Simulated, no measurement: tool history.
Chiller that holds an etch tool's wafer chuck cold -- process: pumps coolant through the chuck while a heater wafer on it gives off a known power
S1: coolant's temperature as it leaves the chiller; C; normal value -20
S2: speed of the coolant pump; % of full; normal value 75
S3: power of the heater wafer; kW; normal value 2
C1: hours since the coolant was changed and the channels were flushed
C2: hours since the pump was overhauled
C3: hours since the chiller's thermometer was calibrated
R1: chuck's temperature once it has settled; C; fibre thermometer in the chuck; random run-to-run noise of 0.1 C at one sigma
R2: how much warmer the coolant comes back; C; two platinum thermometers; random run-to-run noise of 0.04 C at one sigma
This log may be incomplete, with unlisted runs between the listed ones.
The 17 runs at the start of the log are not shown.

-- day=112.858 chiller's thermometer calibrated
run 18 day=118.975 | S1=-20 S2=77 S3=2 | C1=10263 C2=5151 C3=147 | R1=8.4 R2=8.79
run 19 day=127.217 | S1=-15 S2=75 S3=2.024 | C1=10461 C2=5349 C3=345 | R1=14.8 R2=9.15
-- day=129.462 chiller's thermometer calibrated, once more
run 20 day=133.233 | S1=-11 S2=75 S3=1.247 | C1=10604 C2=5492 C3=91 | R1=7.5 R2=5.66
run 21 day=138.45 | S1=-11 S2=75 S3=1.247 | C1=10730 C2=5617 C3=216 | R1=7.6 R2=5.64
run 22 day=147.467 | S1=-15 S2=86 S3=1.459 | C1=10946 C2=5834 C3=432 | R1=4.2 R2=5.69
run 23 day=156.817 | S1=-17 S2=79 S3=1.459 | C1=11170 C2=6058 C3=657 | R1=3.9 R2=6.31
run 24 day=165.104 | S1=-22 S2=75 S3=2 | C1=11369 C2=6257 C3=855 | R1=8.3 R2=9.18
run 25 day=169.65 | S1=-18 S2=75 S3=1.138 | C1=11478 C2=6366 C3=965 | R1=-0.7 R2=5.17
-- day=171.858 coolant changed, channels flushed
run 26 day=177.071 | S1=-27 S2=74 S3=2.573 | C1=125 C2=6538 C3=1137 | R1=3.7 R2=12.06
run 27 day=186.962 | S1=-27 S2=74 S3=2.573 | C1=363 C2=6775 C3=1374 | R1=4.1 R2=11.93
run 28 day=192.683 | S1=-27 S2=74 S3=2.573 | C1=500 C2=6913 C3=1511 | R1=4 R2=11.87
run 29 day=200.962 | S1=-20 S2=81 S3=2.573 | C1=699 C2=7112 C3=1710 | R1=8.7 R2=10.83
run 30 day=210.196 | S1=-24 S2=61 S3=1.792 | C1=920 C2=7333 C3=1932 | R1=1.9 R2=10.3
run 31 day=218.592 | S1=-24 S2=61 S3=1.792 | C1=1122 C2=7535 C3=2133 | R1=2.1 R2=10.35
run 32 day=224.742 | S1=-12 S2=61 S3=1.56 | C1=1269 C2=7682 C3=2281 | R1=10.8 R2=9.09

Predict each of these 3 candidate next runs independently; none follows another, all start after run 32:
run A day=233.6 | S1=-17 S2=89 S3=1.187 | C1=1482 C2=7895 C3=2493 | R1=? R2=?
run B day=233.6 | S1=-23 S2=61 S3=1.727 | C1=1482 C2=7895 C3=2493 | R1=? R2=?
run C day=233.6 | S1=-20 S2=62 S3=2 | C1=1482 C2=7895 C3=2493 | R1=? R2=?

run=A R1=-4.7 R2=4.58
run=B R1=2.3 R2=10.07
run=C R1=9 R2=11.32
With the hidden condition removed and each run's random variation left untouched, the same runs would have given:
run=A R1=-5.5 R2=4.35
run=B R1=0.6 R2=9.55
run=C R1=7.1 R2=10.74

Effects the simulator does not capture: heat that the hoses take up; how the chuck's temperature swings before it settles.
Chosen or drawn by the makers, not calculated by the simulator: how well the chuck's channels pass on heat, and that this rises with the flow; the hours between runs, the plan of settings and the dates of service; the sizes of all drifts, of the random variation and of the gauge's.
